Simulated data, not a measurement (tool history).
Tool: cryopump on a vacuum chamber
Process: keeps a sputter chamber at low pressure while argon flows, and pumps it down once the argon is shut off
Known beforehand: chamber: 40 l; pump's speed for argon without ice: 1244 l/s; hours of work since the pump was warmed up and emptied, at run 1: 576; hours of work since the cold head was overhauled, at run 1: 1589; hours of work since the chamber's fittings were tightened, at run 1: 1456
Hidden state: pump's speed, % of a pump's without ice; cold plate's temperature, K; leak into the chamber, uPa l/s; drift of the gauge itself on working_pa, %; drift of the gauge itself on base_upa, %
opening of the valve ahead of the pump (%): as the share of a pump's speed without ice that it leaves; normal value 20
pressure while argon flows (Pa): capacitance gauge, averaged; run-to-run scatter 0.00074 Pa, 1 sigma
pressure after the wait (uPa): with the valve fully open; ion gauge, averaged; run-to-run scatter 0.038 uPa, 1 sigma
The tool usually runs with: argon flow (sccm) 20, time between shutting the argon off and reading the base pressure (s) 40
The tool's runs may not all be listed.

| run | hour | argon flow (sccm) | time between shutting the argon off and reading the base pressure (s) | opening of the valve ahead of the pump (%) | hours of work since the pump was warmed up and emptied | hours of work since the cold head was overhauled | hours of work since the chamber's fittings were tightened | pressure while argon flows (Pa) | pressure after the wait (uPa) |
|---|---|---|---|---|---|---|---|---|---|
| 1 | 0 | 20 | 40 | 20 | 576 | 1589 | 1456 | 0.1434 | 2.53 |
| 2 | 43.2 | 20 | 40 | 20 | 614 | 1627 | 1494 | 0.1443 | 2.59 |
|  | 54.1 | leaking fittings of the chamber tightened, without venting |
| 3 | 74.4 | 20 | 29 | 20 | 640 | 1654 | 18 | 0.1438 | 2.89 |
| 4 | 111.8 | 20 | 29 | 20 | 673 | 1687 | 51 | 0.1446 | 2.93 |
| 5 | 138 | 20 | 29 | 20 | 697 | 1710 | 75 | 0.1441 | 2.9 |
| 6 | 178.6 | 20 | 29 | 20 | 733 | 1746 | 111 | 0.1449 | 2.95 |
| 7 | 223.9 | 20 | 40 | 37 | 773 | 1787 | 151 | 0.0835 | 2.31 |
| 8 | 259.3 | 20 | 40 | 51 | 805 | 1818 | 183 | 0.0642 | 2.25 |
| 9 | 283.8 | 18 | 40 | 20 | 827 | 1840 | 204 | 0.1324 | 2.27 |
| 10 | 312.4 | 20 | 40 | 20 | 852 | 1865 | 230 | 0.1482 | 2.29 |
| 11 | 339.1 | 20 | 40 | 20 | 876 | 1889 | 254 | 0.1485 | 2.36 |
| 12 | 379.6 | 20 | 40 | 20 | 912 | 1925 | 290 | 0.1482 | 2.37 |
| 13 | 409.8 | 20 | 40 | 20 | 939 | 1952 | 317 | 0.1499 | 2.34 |
| 14 | 433.2 | 20 | 40 | 20 | 959 | 1973 | 337 | 0.1507 | 2.38 |
|  | 456.1 | pump warmed up, emptied and cooled again |
| 15 | 478.2 | 20 | 40 | 20 | 20 | 2008 | 373 | 0.1363 | 2.19 |
| 16 | 520.8 | 20 | 40 | 20 | 58 | 2046 | 411 | 0.1371 | 2.2 |
| 17 | 556.3 | 20 | 40 | 20 | 89 | 2078 | 442 | 0.1373 | 2.31 |
| 18 | 588.6 | 27 | 36 | 20 | 118 | 2107 | 471 | 0.1867 | 2.45 |
| 19 | 634.9 | 11 | 39 | 20 | 159 | 2148 | 512 | 0.076 | 2.34 |
| 20 | 678.8 | 11 | 39 | 20 | 198 | 2187 | 551 | 0.0767 | 2.29 |
| 21 | 700 | 9 | 34 | 32 | 217 | 2206 | 570 | 0.0398 | 2.59 |
| 22 | 748 | 20 | 26 | 20 | 260 | 2248 | 613 | 0.1383 | 3.28 |
| 23 | 770.2 | 20 | 23 | 15 | 280 | 2268 | 633 | 0.1846 | 3.76 |
| 24 | 812.5 | 16 | 22 | 29 | 317 | 2306 | 670 | 0.0791 | 3.79 |
| 25 | 857.8 | 16 | 22 | 29 | 358 | 2346 | 711 | 0.0792 | 3.88 |
| 26 | 891.1 | 16 | 22 | 29 | 387 | 2376 | 740 | 0.0796 | 3.96 |
| 27 | 934.9 | 16 | 22 | 29 | 426 | 2415 | 779 | 0.0799 | 3.88 |
| 28 | 973 | 16 | 22 | 29 | 460 | 2449 | 813 | 0.0804 | 3.91 |
| 29 | 1017.4 | 26 | 23 | 27 | 500 | 2488 | 853 | 0.14 | 3.75 |
| 30 | 1053.8 | 26 | 23 | 27 | 532 | 2521 | 885 | 0.14 | 3.78 |
| 31 | 1094.7 | 36 | 280 | 26 | 568 | 2557 | 922 | 0.2034 | 0.81 |
| 32 | 1135.2 | 36 | 280 | 26 | 604 | 2593 | 958 | 0.204 | 0.82 |
| 33 | 1161.7 | 29 | 26 | 26 | 628 | 2617 | 981 | 0.1638 | 3.49 |
| 34 | 1205.5 | 20 | 55 | 27 | 667 | 2656 | 1020 | 0.1101 | 1.97 |

Across each entry between runs, compare the hidden state at the last listed run before it with the hidden state at the first listed run after it:
After run 2, before run 3: leaking fittings of the chamber tightened, without venting (hour 54.1)
  pump's speed, % of a pump's without ice: 79.3 -> 78.5; cold plate's temperature, K: 13.07 -> 13.08; leak into the chamber, uPa l/s: 638 -> 326
  what was measured, less what the result would be without the hidden state, pressure while argon flows (Pa): +0.0079 -> +0.0082; pressure after the wait (uPa): +0.43 -> +0.1
After run 14, before run 15: pump warmed up, emptied and cooled again (hour 456.1)
  pump's speed, % of a pump's without ice: 67.7 -> 98; cold plate's temperature, K: 13.23 -> 13.25; leak into the chamber, uPa l/s: 395 -> 403
  what was measured, less what the result would be without the hidden state, pressure while argon flows (Pa): +0.014 -> +0.0013; pressure after the wait (uPa): +0.24 -> +0.1

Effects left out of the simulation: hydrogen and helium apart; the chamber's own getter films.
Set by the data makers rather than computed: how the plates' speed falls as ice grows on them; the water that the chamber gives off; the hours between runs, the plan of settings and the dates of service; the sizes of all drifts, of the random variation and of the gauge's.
